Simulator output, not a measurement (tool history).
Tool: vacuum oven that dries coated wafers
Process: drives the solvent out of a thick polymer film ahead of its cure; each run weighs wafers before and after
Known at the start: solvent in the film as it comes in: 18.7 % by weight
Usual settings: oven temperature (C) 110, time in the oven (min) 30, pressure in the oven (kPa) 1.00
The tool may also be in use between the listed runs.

| run | hour | oven temperature (C) | time in the oven (min) | pressure in the oven (kPa) | solvent left in the film (%) |
|---|---|---|---|---|---|
| 1 | 0.0 | 110 | 30 | 1.00 | 1.43 |
| 2 | 73.3 | 110 | 30 | 1.00 | 1.45 |
| 3 | 107.8 | 110 | 30 | 1.00 | 1.45 |
| 4 | 170.1 | 110 | 30 | 2.72 | 2.31 |
| 5 | 233.5 | 110 | 30 | 2.72 | 2.32 |
| 6 | 268.0 | 110 | 30 | 2.72 | 2.33 |
| 7 | 305.7 | 110 | 30 | 2.72 | 2.32 |
| 8 | 351.6 | 110 | 30 | 1.00 | 1.46 |
| 9 | 390.6 | 110 | 30 | 1.00 | 1.47 |
| 10 | 425.0 | 110 | 30 | 1.00 | 1.45 |
| 11 | 470.4 | 110 | 30 | 1.00 | 1.49 |
| 12 | 543.6 | 110 | 30 | 1.00 | 1.48 |
|  | 551.8 | vacuum gauge cleaned of residue and calibrated |
| 13 | 606.2 | 110 | 30 | 1.00 | 1.54 |
| 14 | 675.5 | 110 | 32 | 1.00 | 1.35 |
| 15 | 722.7 | 110 | 32 | 1.00 | 1.36 |
| 16 | 787.6 | 110 | 51 | 1.00 | 0.74 |

Run 17 comes next. What will it give?
|  | 809.3 | vacuum gauge cleaned of residue and calibrated, once more |
| 17 | 863.4 | 112 | 17 | 2.16 | ? |

solvent left in the film (%): 3.72
Without the tool's hidden state the same run would have given solvent left in the film (%) 3.45.
